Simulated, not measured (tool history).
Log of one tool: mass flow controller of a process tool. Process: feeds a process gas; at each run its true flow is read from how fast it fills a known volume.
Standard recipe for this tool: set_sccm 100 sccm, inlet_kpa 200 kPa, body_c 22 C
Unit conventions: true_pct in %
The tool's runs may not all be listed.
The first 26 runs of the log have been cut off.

run 27 hour=2887.7 | set_sccm=131 inlet_kpa=218 body_c=28 | true_pct=97.30
run 28 hour=3043.7 | set_sccm=131 inlet_kpa=218 body_c=28 | true_pct=97.26
run 29 hour=3130.0 | set_sccm=23 inlet_kpa=251 body_c=36 | true_pct=93.07
run 30 hour=3213.3 | set_sccm=23 inlet_kpa=251 body_c=36 | true_pct=92.92
run 31 hour=3319.2 | set_sccm=49 inlet_kpa=143 body_c=38 | true_pct=94.87
run 32 hour=3460.2 | set_sccm=56 inlet_kpa=200 body_c=22 | true_pct=95.95
run 33 hour=3544.8 | set_sccm=21 inlet_kpa=268 body_c=22 | true_pct=93.02
run 34 hour=3653.2 | set_sccm=46 inlet_kpa=245 body_c=38 | true_pct=94.47
run 35 hour=3769.0 | set_sccm=164 inlet_kpa=200 body_c=22 | true_pct=97.94
run 36 hour=3885.5 | set_sccm=51 inlet_kpa=200 body_c=32 | true_pct=95.01
run 37 hour=4044.6 | set_sccm=196 inlet_kpa=155 body_c=25 | true_pct=98.43
run 38 hour=4141.6 | set_sccm=173 inlet_kpa=214 body_c=25 | true_pct=97.94
run 39 hour=4241.3 | set_sccm=100 inlet_kpa=200 body_c=36 | true_pct=96.08
run 40 hour=4373.8 | set_sccm=100 inlet_kpa=167 body_c=22 | true_pct=96.75
run 41 hour=4510.4 | set_sccm=34 inlet_kpa=200 body_c=23 | true_pct=94.24
run 42 hour=4600.8 | set_sccm=34 inlet_kpa=200 body_c=23 | true_pct=94.22
run 43 hour=4715.9 | set_sccm=124 inlet_kpa=194 body_c=22 | true_pct=97.23
run 44 hour=4836.9 | set_sccm=73 inlet_kpa=208 body_c=22 | true_pct=96.04

Each row is a separate what-if for the run after 44, all from the same tool condition, not one after another. Results?
run A hour=4981.3 | set_sccm=73 inlet_kpa=194 body_c=22 | true_pct=?
run B hour=4981.3 | set_sccm=100 inlet_kpa=188 body_c=22 | true_pct=?
run C hour=4981.3 | set_sccm=147 inlet_kpa=173 body_c=22 | true_pct=?

run=A true_pct=96.00
run=B true_pct=96.69
run=C true_pct=97.61
With no hidden state in the tool, these same runs would have given:
run=A true_pct=98.51
run=B true_pct=98.89
run=C true_pct=99.54
